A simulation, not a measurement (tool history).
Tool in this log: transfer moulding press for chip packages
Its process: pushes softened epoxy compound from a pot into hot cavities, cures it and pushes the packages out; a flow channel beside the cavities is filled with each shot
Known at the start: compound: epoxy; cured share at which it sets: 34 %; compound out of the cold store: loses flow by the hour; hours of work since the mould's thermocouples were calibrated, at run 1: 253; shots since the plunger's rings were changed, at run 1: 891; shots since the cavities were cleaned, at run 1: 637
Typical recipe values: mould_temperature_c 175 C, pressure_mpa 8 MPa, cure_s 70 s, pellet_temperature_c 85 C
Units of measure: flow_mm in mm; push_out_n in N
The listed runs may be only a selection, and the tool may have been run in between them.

run   hour  mould_temperature_c  pressure_mpa  cure_s  pellet_temperature_c  hours of work since the mould's thermocouples were calibrated  shots since the plunger's rings were changed  shots since the cavities were cleaned  incoming compound's hours out of the cold store  flow_mm  push_out_n
  1      0                  175             8      70                    85                                                            253                                           891                                    637                                             47.3      832         481
      38.7  -- cavities cleaned with cleaning compound and waxed
  2   83.9                  175             8      70                    85                                                            294                                          1899                                    553                                             30.9      898         541
     123.5  -- cavities cleaned with cleaning compound and waxed
  3    160                  175             8      70                    85                                                            330                                          2812                                    447                                             35.6      873         475
     166.8  -- plunger's sealing rings changed
     216.9  -- cavities cleaned with cleaning compound and waxed
  4  260.3                  175             8      70                    85                                                            377                                          1126                                    531                                             17.2      979         516
     301.7  -- cavities cleaned with cleaning compound and waxed
  5  338.1                  175             8      64                    85                                                            414                                          2061                                    446                                             32.5      900         577
     390.7  -- cavities cleaned with cleaning compound and waxed
     411.1  -- plunger's sealing rings changed
  6  413.2                  175             8      64                    85                                                            449                                            25                                    244                                             43.8      862         469
  7  454.4                  175             8      64                    85                                                            469                                           529                                    748                                             15.3      993         622
     483.6  -- cavities cleaned with cleaning compound and waxed
  8  502.8                  174          9.42      87                    90                                                            492                                          1104                                    236                                             13.1     1083         383
  9  545.1                  170          6.47      72                    85                                                            512                                          1620                                    752                                             43.3      771         593
       568  -- cavities cleaned with cleaning compound and waxed
 10  637.8                  170          6.47      72                    85                                                            557                                          2737                                    854                                             22.7      841         656
     649.3  -- plunger's sealing rings changed
     659.6  -- cavities cleaned with cleaning compound and waxed
     744.2  -- cavities cleaned with cleaning compound and waxed
 11  744.2                  175          6.47      72                    78                                                            606                                          1126                                      0                                             11.4      906         326
 12  817.8                  175          7.43      54                    92                                                            642                                          2026                                    900                                             27.1      887         885
     831.7  -- cavities cleaned with cleaning compound and waxed
     896.7  -- plunger's sealing rings changed
 13    899                  175          7.43      62                    92                                                            680                                            28                                    794                                             28.8      890         601

What if the next run were any one of these 4? Each begins from the tool's condition after run 13:
       924  -- cavities cleaned with cleaning compound and waxed
  A  993.6                  175             8      76                    85                                                            725                                          1167                                    851                                               18        ?           ?
       924  -- cavities cleaned with cleaning compound and waxed
  B  993.6                  175           8.7      70                    87                                                            725                                          1167                                    851                                               15        ?           ?
       924  -- cavities cleaned with cleaning compound and waxed
  C  993.6                  175             8      70                    86                                                            725                                          1167                                    851                                             37.5        ?           ?
       924  -- cavities cleaned with cleaning compound and waxed
  D  993.6                  175             8      70                    76                                                            725                                          1167                                    851                                             39.9        ?           ?

run  flow_mm  push_out_n
  A      964         497
  B     1028         522
  C      870         524
  D      872         514
Take away the tool's hidden state, keep each run's random variation, and the runs would have read:
run  flow_mm  push_out_n
  A      982         331
  B     1047         351
  C      886         353
  D      889         345

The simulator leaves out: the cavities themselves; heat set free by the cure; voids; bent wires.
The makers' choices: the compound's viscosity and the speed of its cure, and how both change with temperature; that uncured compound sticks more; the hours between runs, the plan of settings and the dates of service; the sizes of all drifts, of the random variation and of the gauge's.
